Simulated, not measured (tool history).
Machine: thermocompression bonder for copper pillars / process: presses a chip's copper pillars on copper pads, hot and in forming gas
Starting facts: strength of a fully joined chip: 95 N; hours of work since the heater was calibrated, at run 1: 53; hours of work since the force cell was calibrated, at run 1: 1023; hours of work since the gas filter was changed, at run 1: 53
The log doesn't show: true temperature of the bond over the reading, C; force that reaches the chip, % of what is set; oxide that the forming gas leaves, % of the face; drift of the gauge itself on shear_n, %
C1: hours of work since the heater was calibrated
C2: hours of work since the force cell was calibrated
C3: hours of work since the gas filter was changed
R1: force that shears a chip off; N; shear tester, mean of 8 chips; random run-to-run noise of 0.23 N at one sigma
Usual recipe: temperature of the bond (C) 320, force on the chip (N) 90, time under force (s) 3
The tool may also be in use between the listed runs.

Run 1, day 0.000: usual settings; C1 53; C2 1023; C3 53. Result: R1 50.1 N.
Run 2, day 2.108: usual settings but force on the chip (N) 92; C1 88; C2 1058; C3 88. Result: R1 49.9 N.
At day 3.321: forming gas filter changed.
Run 3, day 4.062: usual settings but time under force (s) 2; C1 120; C2 1090; C3 12. Result: R1 44.9 N.
Run 4, day 5.983: usual settings but time under force (s) 2; C1 152; C2 1122; C3 44. Result: R1 44.2 N.
Run 5, day 8.546: usual settings but time under force (s) 2; C1 194; C2 1165; C3 87. Result: R1 43.6 N.
At day 10.025: forming gas filter changed.
Run 6, day 10.812: usual settings but time under force (s) 2; C1 231; C2 1202; C3 13. Result: R1 45.7 N.
Run 7, day 13.342: usual settings but force on the chip (N) 63; C1 273; C2 1244; C3 55. Result: R1 42.3 N.
At day 16.500: forming gas filter changed.
Run 8, day 16.754: usual settings but force on the chip (N) 63; C1 329; C2 1300; C3 4. Result: R1 43.6 N.
Run 9, day 19.421: usual settings but force on the chip (N) 63; C1 374; C2 1344; C3 48. Result: R1 42.3 N.
Run 10, day 21.196: usual settings but force on the chip (N) 79; C1 403; C2 1373; C3 78. Result: R1 47.5 N.
At day 22.996: forming gas filter changed.
Run 11, day 24.750: usual settings but force on the chip (N) 79; C1 461; C2 1432; C3 29. Result: R1 48.7 N.
Run 12, day 28.058: usual settings but temperature of the bond (C) 304; C1 516; C2 1487; C3 84. Result: R1 45.1 N.
At day 29.467: forming gas filter changed.
Run 13, day 30.754: usual settings; C1 561; C2 1531; C3 21. Result: R1 53.2 N.
At day 32.679: force cell calibrated.
Run 14, day 33.454: usual settings but temperature of the bond (C) 349; C1 604; C2 13; C3 65. Result: R1 62.1 N.
At day 36.046: forming gas filter changed.
Run 15, day 36.596: usual settings but temperature of the bond (C) 349; C1 656; C2 64; C3 9. Result: R1 64.2 N.
Run 16, day 39.571: usual settings; C1 705; C2 114; C3 58. Result: R1 51.1 N.
Run 17, day 42.242: usual settings; C1 749; C2 158; C3 103. Result: R1 50.3 N.
At day 42.579: forming gas filter changed.
Run 18, day 44.029: usual settings; C1 779; C2 187; C3 24. Result: R1 52.5 N.
Run 19, day 46.208: usual settings; C1 815; C2 223; C3 60. Result: R1 51.8 N.
Run 20, day 48.812: usual settings; C1 858; C2 266; C3 103. Result: R1 50.6 N.
At day 49.083: forming gas filter changed.
Run 21, day 51.546: usual settings; C1 903; C2 311; C3 41. Result: R1 52.9 N.
Run 22, day 53.238: usual settings but temperature of the bond (C) 292, force on the chip (N) 91, time under force (s) 2; C1 931; C2 339; C3 69. Result: R1 35.5 N.
Run 23, day 55.083: usual settings but temperature of the bond (C) 292, force on the chip (N) 80, time under force (s) 4; C1 961; C2 370; C3 99. Result: R1 41.4 N.
At day 55.488: forming gas filter changed.
At day 58.371: heater calibrated with a thermocouple chip.
Run 24, day 58.925: usual settings but force on the chip (N) 66, time under force (s) 4; C1 9; C2 432; C3 56. Result: R1 50.3 N.
At day 62.054: forming gas filter changed.
Run 25, day 62.654: usual settings but force on the chip (N) 54, time under force (s) 2; C1 71; C2 493; C3 10. Result: R1 36.1 N.
Run 26, day 65.783: usual settings but temperature of the bond (C) 300, time under force (s) 2; C1 122; C2 545; C3 62. Result: R1 39.7 N.
At day 68.433: forming gas filter changed.
Run 27, day 69.775: usual settings but temperature of the bond (C) 300, time under force (s) 6; C1 188; C2 611; C3 22. Result: R1 58.3 N.
Run 28, day 71.525: usual settings but temperature of the bond (C) 338, force on the chip (N) 58; C1 217; C2 640; C3 51. Result: R1 50.0 N.
At day 74.871: forming gas filter changed.
Run 29, day 74.871: usual settings but temperature of the bond (C) 297, time under force (s) 4; C1 272; C2 695; C3 0. Result: R1 51.2 N.
Run 30, day 77.417: usual settings but temperature of the bond (C) 343, time under force (s) 6; C1 314; C2 737; C3 42. Result: R1 74.2 N.
Run 31, day 79.562: usual settings; C1 350; C2 772; C3 78. Result: R1 53.5 N.
At day 81.267: forming gas filter changed.
At day 81.600: heater calibrated with a thermocouple chip, once more.
Run 32, day 82.354: usual settings; C1 12; C2 817; C3 17. Result: R1 50.3 N.
Run 33, day 85.521: usual settings but temperature of the bond (C) 310, time under force (s) 6; C1 65; C2 869; C3 69. Result: R1 56.1 N.
At day 87.846: forming gas filter changed.
Run 34, day 88.238: usual settings but temperature of the bond (C) 310, time under force (s) 6; C1 110; C2 914; C3 6. Result: R1 58.9 N.
Run 35, day 91.183: usual settings but temperature of the bond (C) 332, force on the chip (N) 84, time under force (s) 7; C1 158; C2 963; C3 55. Result: R1 67.6 N.
Run 36, day 93.238: usual settings but temperature of the bond (C) 332, force on the chip (N) 84, time under force (s) 2; C1 192; C2 997; C3 89. Result: R1 45.9 N.
At day 94.504: forming gas filter changed.
Run 37, day 96.917: usual settings but temperature of the bond (C) 290, force on the chip (N) 76; C1 253; C2 1057; C3 40. Result: R1 34.8 N.
Run 38, day 99.283: usual settings but force on the chip (N) 78; C1 292; C2 1097; C3 79. Result: R1 46.8 N.

Selected run-to-run steps in R1, each split into two signed amounts: the part the tool would show with no hidden state at all (from settings, incoming material and random variation), and the remainder, which goes to the hidden state together with any gauge scatter not common to the measured and the hidden-state-free results:
Run 17 -> 18: forming gas filter changed. R1 +2.2 N: hidden state +2.6, all else -0.4.
Run 29 -> 30: temperature of the bond (C) 297 -> 343, time under force (s) 4 -> 6. R1 +23.0 N: hidden state -2.7, all else +25.7.
Run 30 -> 31: temperature of the bond (C) 343 -> 320, time under force (s) 6 -> 3. R1 -20.7 N: hidden state +0.1, all else -20.8.
Run 31 -> 32: forming gas filter changed, heater calibrated with a thermocouple chip, once more. R1 -3.2 N: hidden state -2.9, all else -0.3.
Run 35 -> 36: time under force (s) 7 -> 2. R1 -21.7 N: hidden state -0.2, all else -21.5.
